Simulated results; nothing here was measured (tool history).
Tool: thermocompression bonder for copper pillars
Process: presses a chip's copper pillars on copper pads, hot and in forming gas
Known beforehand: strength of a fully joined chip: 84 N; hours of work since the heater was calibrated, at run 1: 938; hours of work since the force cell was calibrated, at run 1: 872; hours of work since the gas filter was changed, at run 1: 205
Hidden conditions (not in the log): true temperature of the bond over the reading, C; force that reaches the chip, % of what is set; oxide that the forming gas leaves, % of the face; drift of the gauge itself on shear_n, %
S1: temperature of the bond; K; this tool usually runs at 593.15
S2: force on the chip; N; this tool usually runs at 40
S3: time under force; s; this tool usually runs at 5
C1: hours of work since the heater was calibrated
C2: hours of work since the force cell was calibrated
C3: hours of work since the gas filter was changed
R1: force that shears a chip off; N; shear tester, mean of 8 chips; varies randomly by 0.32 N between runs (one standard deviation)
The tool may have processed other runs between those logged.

Run 1, hour 0: usual settings; C1 938; C2 872; C3 205. Result: R1 30.2 N.
Run 2, hour 31.1: usual settings; C1 962; C2 896; C3 229. Result: R1 30.3 N.
Run 3, hour 68.9: usual settings; C1 991; C2 925; C3 258. Result: R1 30.4 N.
At hour 92.1: forming gas filter changed.
Run 4, hour 126.3: usual settings but S2 25 N; C1 1035; C2 969; C3 26. Result: R1 21.6 N.
Run 5, hour 187.3: usual settings but S2 25 N; C1 1082; C2 1016; C3 73. Result: R1 21.5 N.
Run 6, hour 217.1: usual settings; C1 1105; C2 1039; C3 96. Result: R1 31 N.
Run 7, hour 244: usual settings; C1 1125; C2 1059; C3 117. Result: R1 30.7 N.
Run 8, hour 271.1: usual settings but S1 575.15 K; C1 1146; C2 1080; C3 138. Result: R1 25.1 N.
Run 9, hour 300.3: usual settings but S1 575.15 K; C1 1169; C2 1103; C3 160. Result: R1 24.6 N.
Run 10, hour 334.1: usual settings but S1 575.15 K; C1 1195; C2 1129; C3 186. Result: R1 25.4 N.
Run 11, hour 379.2: usual settings but S1 575.15 K; C1 1229; C2 1163; C3 221. Result: R1 25.1 N.
Run 12, hour 437.1: usual settings but S1 575.15 K; C1 1274; C2 1208; C3 266. Result: R1 25 N.
At hour 451: forming gas filter changed.
Run 13, hour 466.4: usual settings but S3 8 s; C1 1296; C2 1230; C3 12. Result: R1 37.4 N.
Run 14, hour 520: usual settings but S3 8 s; C1 1337; C2 1271; C3 53. Result: R1 37.5 N.
Run 15, hour 562.9: usual settings but S1 616.15 K, S2 28 N; C1 1370; C2 1304; C3 86. Result: R1 29.9 N.
Run 16, hour 609.2: usual settings but S1 616.15 K, S2 28 N; C1 1406; C2 1340; C3 122. Result: R1 29.5 N.
Run 17, hour 635.7: usual settings but S1 616.15 K, S2 28 N; C1 1426; C2 1360; C3 142. Result: R1 29.9 N.
At hour 641.4: heater calibrated with a thermocouple chip.
Run 18, hour 687.5: usual settings but S1 616.15 K, S2 28 N; C1 35; C2 1399; C3 180. Result: R1 29.5 N.
Run 19, hour 722.1: usual settings but S1 580.15 K, S2 28 N, S3 4 s; C1 62; C2 1425; C3 207. Result: R1 18.1 N.
Run 20, hour 767.1: usual settings but S1 580.15 K, S2 28 N, S3 4 s; C1 97; C2 1460; C3 242. Result: R1 17.8 N.
Run 21, hour 797.5: usual settings but S1 606.15 K, S2 31 N, S3 12 s; C1 120; C2 1484; C3 265. Result: R1 39.7 N.
At hour 809.6: forming gas filter changed.
At hour 815.5: force cell calibrated.
Run 22, hour 851.4: usual settings but S1 606.15 K, S2 31 N, S3 12 s; C1 160; C2 28; C3 31. Result: R1 41.2 N.
Run 23, hour 907.5: usual settings but S1 604.15 K, S2 56 N, S3 12 s; C1 203; C2 71; C3 74. Result: R1 55.6 N.
Run 24, hour 951.8: usual settings but S1 566.15 K, S2 59 N, S3 4 s; C1 237; C2 105; C3 108. Result: R1 28 N.
Run 25, hour 1005.7: usual settings but S1 566.15 K, S2 59 N, S3 4 s; C1 279; C2 146; C3 150. Result: R1 27.1 N.
Run 26, hour 1035: usual settings but S1 594.15 K, S2 28 N, S3 14 s; C1 301; C2 169; C3 172. Result: R1 35.7 N.
Run 27, hour 1077.1: usual settings but S1 603.15 K, S2 26 N, S3 11 s; C1 334; C2 201; C3 205. Result: R1 33.4 N.

Forecast each of these 5 alternatives for the next run:
Run A, hour 1120.3: usual settings but S1 621.15 K, S2 58 N, S3 6 s; C1 367; C2 235; C3 238. Result: R1 ?.
Run B, hour 1120.3: usual settings but S1 603.15 K, S2 33 N, S3 6 s; C1 367; C2 235; C3 238. Result: R1 ?.
Run C, hour 1120.3: usual settings but S1 623.15 K, S3 3 s; C1 367; C2 235; C3 238. Result: R1 ?.
Run D, hour 1120.3: usual settings but S1 607.15 K, S2 43 N, S3 4 s; C1 367; C2 235; C3 238. Result: R1 ?.
Run E, hour 1120.3: usual settings but S2 31 N, S3 4 s; C1 367; C2 235; C3 238. Result: R1 ?.

run    R1
  A  53.5
  B  31.4
  C  33.6
  D  33.3
  E  23.1
What these runs would have given with no unlogged condition in the tool:
run    R1
  A  53.8
  B  31.6
  C  33.8
  D  33.5
  E  23.2
